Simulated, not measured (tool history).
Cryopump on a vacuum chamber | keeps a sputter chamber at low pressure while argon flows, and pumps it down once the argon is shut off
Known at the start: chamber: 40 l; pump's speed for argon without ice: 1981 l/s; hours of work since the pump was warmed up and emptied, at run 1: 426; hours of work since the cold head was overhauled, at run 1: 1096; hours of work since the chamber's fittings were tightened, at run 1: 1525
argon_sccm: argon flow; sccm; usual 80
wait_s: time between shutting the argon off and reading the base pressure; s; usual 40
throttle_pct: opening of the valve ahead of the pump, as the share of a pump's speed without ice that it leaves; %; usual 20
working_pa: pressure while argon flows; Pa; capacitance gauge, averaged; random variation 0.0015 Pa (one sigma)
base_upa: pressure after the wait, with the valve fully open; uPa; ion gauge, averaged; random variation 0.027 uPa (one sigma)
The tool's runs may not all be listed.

run	hour	argon_sccm	wait_s	throttle_pct	hours of work since the pump was warmed up and emptied	hours of work since the cold head was overhauled	hours of work since the chamber's fittings were tightened	working_pa	base_upa
1	0.0	80	40	20	426	1096	1525	0.3486	2.80
2	55.8	80	40	38	454	1123	1553	0.1888	2.81
3	98.8	80	40	20	475	1145	1574	0.3504	2.82
4	167.4	80	40	20	509	1179	1608	0.3479	2.86
5	213.1	80	40	20	532	1201	1631	0.3547	2.92
6	274.7	80	90	20	562	1232	1661	0.3531	2.46
7	313.4	80	90	20	581	1251	1680	0.3512	2.49
8	355.0	80	40	20	602	1272	1701	0.3549	3.08
9	425.8	80	40	20	637	1307	1736	0.3537	3.07
# hour 454.1: pump warmed up, emptied and cooled again
10	476.2	80	56	20	11	1329	1759	0.3410	2.55
11	522.8	80	56	20	34	1352	1782	0.3437	2.69
12	584.2	80	56	20	65	1383	1812	0.3438	2.56
13	624.3	80	56	20	84	1403	1832	0.3460	2.64
14	689.9	56	40	20	117	1435	1865	0.2434	2.98
15	730.0	56	40	20	137	1455	1885	0.2411	2.97
16	780.7	56	40	20	162	1480	1910	0.2408	3.15
17	813.0	80	40	20	178	1496	1926	0.3471	3.06
18	847.2	42	242	24	195	1513	1943	0.1524	2.25
19	902.5	112	43	27	222	1541	1970	0.3598	3.13
20	949.9	112	43	27	246	1564	1994	0.3612	3.13
21	1000.2	112	43	60	271	1589	2019	0.1693	3.21
22	1038.7	54	191	23	290	1608	2038	0.2053	2.52
# hour 1048.5: leaking fittings of the chamber tightened, without venting
23	1091.2	54	191	23	315	1633	21	0.2055	0.46
24	1142.9	54	191	23	341	1659	47	0.2052	0.45
25	1210.7	132	21	48	374	1693	80	0.2473	2.21
26	1246.2	33	21	23	392	1710	98	0.1260	2.31
27	1283.1	86	71	20	410	1729	116	0.3786	0.94
28	1327.9	56	28	18	432	1751	139	0.2726	1.82
29	1382.1	89	45	25	459	1778	166	0.3150	1.25
30	1445.9	76	40	20	491	1809	197	0.3358	1.44
31	1481.7	80	40	40	509	1827	215	0.1826	1.47
32	1547.4	63	292	16	541	1860	247	0.3471	0.64
33	1607.0	76	56	30	571	1889	277	0.2292	1.24

Some steps in working_pa between neighbouring runs. How much of each would the tool show without its hidden state too (settings, what came in, random variation), and how much is left for the hidden state, with any gauge scatter that isn't in both results?
The hidden state here: pump's speed, % of a pump's without ice; cold plate's temperature, K; leak into the chamber, uPa l/s; drift of the gauge itself on working_pa, %; drift of the gauge itself on base_upa, %.
Run 9 -> 10: wait_s 40 -> 56, pump warmed up, emptied and cooled again. working_pa -0.0127 Pa: hidden state -0.0114, all else -0.0013.
Run 17 -> 18: argon_sccm 80 -> 42, wait_s 40 -> 242, throttle_pct 20 -> 24. working_pa -0.1947 Pa: hidden state -0.0021, all else -0.1926.
Run 18 -> 19: argon_sccm 42 -> 112, wait_s 242 -> 43, throttle_pct 24 -> 27. working_pa +0.2074 Pa: hidden state +0.0052, all else +0.2022.
Run 24 -> 25: argon_sccm 54 -> 132, wait_s 191 -> 21, throttle_pct 23 -> 48. working_pa +0.0421 Pa: hidden state +0.0091, all else +0.0330.
Run 25 -> 26: argon_sccm 132 -> 33, throttle_pct 48 -> 23. working_pa -0.1213 Pa: hidden state -0.0108, all else -0.1105.
Run 26 -> 27: argon_sccm 33 -> 86, wait_s 21 -> 71, throttle_pct 23 -> 20. working_pa +0.2526 Pa: hidden state +0.0067, all else +0.2459.
